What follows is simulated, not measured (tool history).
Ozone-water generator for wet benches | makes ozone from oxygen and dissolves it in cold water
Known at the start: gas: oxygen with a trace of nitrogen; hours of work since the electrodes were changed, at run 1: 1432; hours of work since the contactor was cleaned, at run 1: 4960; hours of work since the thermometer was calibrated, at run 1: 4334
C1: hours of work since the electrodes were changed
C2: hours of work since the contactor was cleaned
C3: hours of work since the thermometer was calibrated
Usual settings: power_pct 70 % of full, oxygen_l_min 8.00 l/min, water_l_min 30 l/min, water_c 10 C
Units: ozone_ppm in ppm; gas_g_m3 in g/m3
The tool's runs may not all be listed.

run 1 hour=0.0 | power_pct=70 oxygen_l_min=8.00 water_l_min=30 water_c=10 | C1=1432 C2=4960 C3=4334 | ozone_ppm=15.0 gas_g_m3=156.4
run 2 hour=23.6 | power_pct=70 oxygen_l_min=8.00 water_l_min=30 water_c=10 | C1=1456 C2=4984 C3=4358 | ozone_ppm=15.1 gas_g_m3=156.9
run 3 hour=48.2 | power_pct=70 oxygen_l_min=8.00 water_l_min=30 water_c=10 | C1=1481 C2=5009 C3=4382 | ozone_ppm=14.9 gas_g_m3=157.8
run 4 hour=73.4 | power_pct=70 oxygen_l_min=8.00 water_l_min=30 water_c=10 | C1=1506 C2=5034 C3=4407 | ozone_ppm=15.2 gas_g_m3=157.0
run 5 hour=100.0 | power_pct=70 oxygen_l_min=8.45 water_l_min=30 water_c=10 | C1=1532 C2=5060 C3=4434 | ozone_ppm=15.3 gas_g_m3=154.6
run 6 hour=125.9 | power_pct=70 oxygen_l_min=8.00 water_l_min=30 water_c=10 | C1=1558 C2=5086 C3=4460 | ozone_ppm=15.4 gas_g_m3=157.9
run 7 hour=153.4 | power_pct=70 oxygen_l_min=8.00 water_l_min=30 water_c=10 | C1=1586 C2=5114 C3=4487 | ozone_ppm=15.0 gas_g_m3=155.7
run 8 hour=187.4 | power_pct=70 oxygen_l_min=8.00 water_l_min=30 water_c=10 | C1=1620 C2=5148 C3=4521 | ozone_ppm=15.1 gas_g_m3=157.2
run 9 hour=204.6 | power_pct=70 oxygen_l_min=8.00 water_l_min=30 water_c=10 | C1=1637 C2=5165 C3=4538 | ozone_ppm=15.2 gas_g_m3=156.4
run 10 hour=244.0 | power_pct=70 oxygen_l_min=8.00 water_l_min=30 water_c=10 | C1=1676 C2=5204 C3=4578 | ozone_ppm=15.2 gas_g_m3=156.6
run 11 hour=263.9 | power_pct=41 oxygen_l_min=8.00 water_l_min=30 water_c=10 | C1=1696 C2=5224 C3=4598 | ozone_ppm=11.1 gas_g_m3=116.9
run 12 hour=284.8 | power_pct=41 oxygen_l_min=8.00 water_l_min=30 water_c=10 | C1=1717 C2=5245 C3=4619 | ozone_ppm=11.1 gas_g_m3=117.6
-- hour=308.5 contactor cleaned
run 13 hour=311.9 | power_pct=41 oxygen_l_min=8.00 water_l_min=30 water_c=10 | C1=1740 C2=3 C3=4642 | ozone_ppm=11.3 gas_g_m3=118.3
run 14 hour=346.3 | power_pct=41 oxygen_l_min=8.00 water_l_min=30 water_c=10 | C1=1774 C2=38 C3=4676 | ozone_ppm=11.4 gas_g_m3=115.5
run 15 hour=379.6 | power_pct=70 oxygen_l_min=8.00 water_l_min=43 water_c=10 | C1=1808 C2=71 C3=4709 | ozone_ppm=11.1 gas_g_m3=157.3
run 16 hour=415.9 | power_pct=70 oxygen_l_min=8.00 water_l_min=30 water_c=10 | C1=1844 C2=107 C3=4746 | ozone_ppm=15.5 gas_g_m3=156.0
run 17 hour=433.0 | power_pct=70 oxygen_l_min=7.96 water_l_min=48 water_c=10 | C1=1861 C2=125 C3=4763 | ozone_ppm=9.7 gas_g_m3=156.4
run 18 hour=454.1 | power_pct=86 oxygen_l_min=5.40 water_l_min=30 water_c=10 | C1=1882 C2=146 C3=4784 | ozone_ppm=15.1 gas_g_m3=199.4
run 19 hour=481.1 | power_pct=86 oxygen_l_min=4.08 water_l_min=28 water_c=11 | C1=1909 C2=173 C3=4811 | ozone_ppm=14.5 gas_g_m3=221.0
run 20 hour=507.6 | power_pct=86 oxygen_l_min=4.08 water_l_min=28 water_c=11 | C1=1936 C2=199 C3=4837 | ozone_ppm=14.5 gas_g_m3=221.7
run 21 hour=524.9 | power_pct=86 oxygen_l_min=4.08 water_l_min=28 water_c=11 | C1=1953 C2=216 C3=4855 | ozone_ppm=14.5 gas_g_m3=221.5
run 22 hour=553.6 | power_pct=70 oxygen_l_min=5.69 water_l_min=30 water_c=9 | C1=1982 C2=245 C3=4883 | ozone_ppm=14.0 gas_g_m3=176.0
run 23 hour=577.0 | power_pct=40 oxygen_l_min=6.55 water_l_min=30 water_c=12 | C1=2005 C2=268 C3=4907 | ozone_ppm=10.4 gas_g_m3=123.0
run 24 hour=613.3 | power_pct=40 oxygen_l_min=6.55 water_l_min=21 water_c=12 | C1=2041 C2=305 C3=4943 | ozone_ppm=14.2 gas_g_m3=123.0
run 25 hour=652.8 | power_pct=57 oxygen_l_min=6.55 water_l_min=21 water_c=12 | C1=2081 C2=344 C3=4982 | ozone_ppm=17.1 gas_g_m3=149.8
run 26 hour=676.1 | power_pct=56 oxygen_l_min=7.45 water_l_min=42 water_c=8 | C1=2104 C2=367 C3=5006 | ozone_ppm=9.7 gas_g_m3=141.1
run 27 hour=716.1 | power_pct=99 oxygen_l_min=5.15 water_l_min=20 water_c=10 | C1=2144 C2=407 C3=5046 | ozone_ppm=23.2 gas_g_m3=219.8
run 28 hour=744.9 | power_pct=97 oxygen_l_min=14.36 water_l_min=46 water_c=10 | C1=2173 C2=436 C3=5075 | ozone_ppm=14.7 gas_g_m3=151.4
run 29 hour=767.8 | power_pct=86 oxygen_l_min=8.00 water_l_min=47 water_c=10 | C1=2196 C2=459 C3=5097 | ozone_ppm=11.3 gas_g_m3=172.9
run 30 hour=806.9 | power_pct=70 oxygen_l_min=8.00 water_l_min=21 water_c=10 | C1=2235 C2=498 C3=5136 | ozone_ppm=20.3 gas_g_m3=155.4
run 31 hour=843.7 | power_pct=65 oxygen_l_min=5.44 water_l_min=27 water_c=10 | C1=2272 C2=535 C3=5173 | ozone_ppm=14.5 gas_g_m3=171.9
run 32 hour=884.1 | power_pct=65 oxygen_l_min=5.44 water_l_min=27 water_c=10 | C1=2312 C2=575 C3=5214 | ozone_ppm=14.4 gas_g_m3=170.6

Forecast each of these 4 alternatives for the next run:
run A hour=917.6 | power_pct=70 oxygen_l_min=8.00 water_l_min=45 water_c=10 | C1=2346 C2=609 C3=5247 | ozone_ppm=? gas_g_m3=?
run B hour=917.6 | power_pct=65 oxygen_l_min=9.31 water_l_min=27 water_c=10 | C1=2346 C2=609 C3=5247 | ozone_ppm=? gas_g_m3=?
run C hour=917.6 | power_pct=65 oxygen_l_min=4.83 water_l_min=27 water_c=9 | C1=2346 C2=609 C3=5247 | ozone_ppm=? gas_g_m3=?
run D hour=917.6 | power_pct=99 oxygen_l_min=5.54 water_l_min=30 water_c=16 | C1=2346 C2=609 C3=5247 | ozone_ppm=? gas_g_m3=?

run=A ozone_ppm=10.5 gas_g_m3=156.3
run=B ozone_ppm=16.2 gas_g_m3=141.3
run=C ozone_ppm=13.9 gas_g_m3=178.1
run=D ozone_ppm=15.6 gas_g_m3=214.2
Without the tool's hidden state the same runs would have given:
run=A ozone_ppm=11.0 gas_g_m3=161.2
run=B ozone_ppm=16.8 gas_g_m3=145.6
run=C ozone_ppm=14.4 gas_g_m3=183.5
run=D ozone_ppm=16.3 gas_g_m3=222.2
